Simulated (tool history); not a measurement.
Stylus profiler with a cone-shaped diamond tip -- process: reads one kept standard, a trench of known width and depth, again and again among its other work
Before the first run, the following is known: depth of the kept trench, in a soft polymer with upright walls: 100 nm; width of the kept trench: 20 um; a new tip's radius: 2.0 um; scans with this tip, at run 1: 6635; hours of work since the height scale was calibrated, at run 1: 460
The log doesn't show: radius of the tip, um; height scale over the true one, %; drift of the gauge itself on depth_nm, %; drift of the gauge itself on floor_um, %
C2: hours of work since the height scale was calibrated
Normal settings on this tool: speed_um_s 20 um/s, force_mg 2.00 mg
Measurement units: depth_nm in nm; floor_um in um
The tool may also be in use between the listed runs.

{"run": 1, "hour": 0.0, "speed_um_s": 20, "force_mg": 2.0, "scans with this tip": 6635, "C2": 460, "depth_nm": 100.38, "floor_um": 18.3}
{"run": 2, "hour": 31.1, "speed_um_s": 20, "force_mg": 2.0, "scans with this tip": 6978, "C2": 484, "depth_nm": 100.35, "floor_um": 18.26}
{"run": 3, "hour": 68.1, "speed_um_s": 20, "force_mg": 2.0, "scans with this tip": 7384, "C2": 512, "depth_nm": 100.3, "floor_um": 18.25}
{"run": 4, "hour": 90.8, "speed_um_s": 20, "force_mg": 1.05, "scans with this tip": 7634, "C2": 529, "depth_nm": 100.15, "floor_um": 18.21}
{"hour": 94.4, "done": "height scale calibrated on a step standard"}
{"run": 5, "hour": 109.3, "speed_um_s": 49, "force_mg": 2.0, "scans with this tip": 7831, "C2": 11, "depth_nm": 100.18, "floor_um": 18.11}
{"run": 6, "hour": 125.9, "speed_um_s": 49, "force_mg": 2.0, "scans with this tip": 8013, "C2": 24, "depth_nm": 100.18, "floor_um": 18.11}
{"run": 7, "hour": 157.5, "speed_um_s": 36, "force_mg": 0.76, "scans with this tip": 8360, "C2": 48, "depth_nm": 100.0, "floor_um": 18.11}
{"run": 8, "hour": 186.7, "speed_um_s": 36, "force_mg": 0.76, "scans with this tip": 8682, "C2": 70, "depth_nm": 99.95, "floor_um": 18.13}
{"run": 9, "hour": 214.2, "speed_um_s": 36, "force_mg": 0.76, "scans with this tip": 8984, "C2": 91, "depth_nm": 99.92, "floor_um": 18.14}
{"run": 10, "hour": 239.5, "speed_um_s": 20, "force_mg": 0.78, "scans with this tip": 9262, "C2": 111, "depth_nm": 99.91, "floor_um": 18.15}
{"run": 11, "hour": 273.7, "speed_um_s": 7, "force_mg": 2.0, "scans with this tip": 9637, "C2": 137, "depth_nm": 100.15, "floor_um": 18.13}
{"hour": 293.3, "done": "height scale calibrated on a step standard, once more"}
{"run": 12, "hour": 310.1, "speed_um_s": 7, "force_mg": 2.0, "scans with this tip": 10032, "C2": 13, "depth_nm": 100.45, "floor_um": 18.15}

Measured minus without-hidden-state, run by run (identical run-to-run variation in each term; gauge scatter may differ):
run=1 depth_nm=-0.17 floor_um=-0.39
run=2 depth_nm=-0.18 floor_um=-0.41
run=3 depth_nm=-0.20 floor_um=-0.43
run=4 depth_nm=-0.20 floor_um=-0.44
run=5 depth_nm=-0.32 floor_um=-0.45
run=6 depth_nm=-0.32 floor_um=-0.47
run=7 depth_nm=-0.33 floor_um=-0.48
run=8 depth_nm=-0.34 floor_um=-0.50
run=9 depth_nm=-0.35 floor_um=-0.51
run=10 depth_nm=-0.36 floor_um=-0.52
run=11 depth_nm=-0.36 floor_um=-0.54
run=12 depth_nm=-0.02 floor_um=-0.56
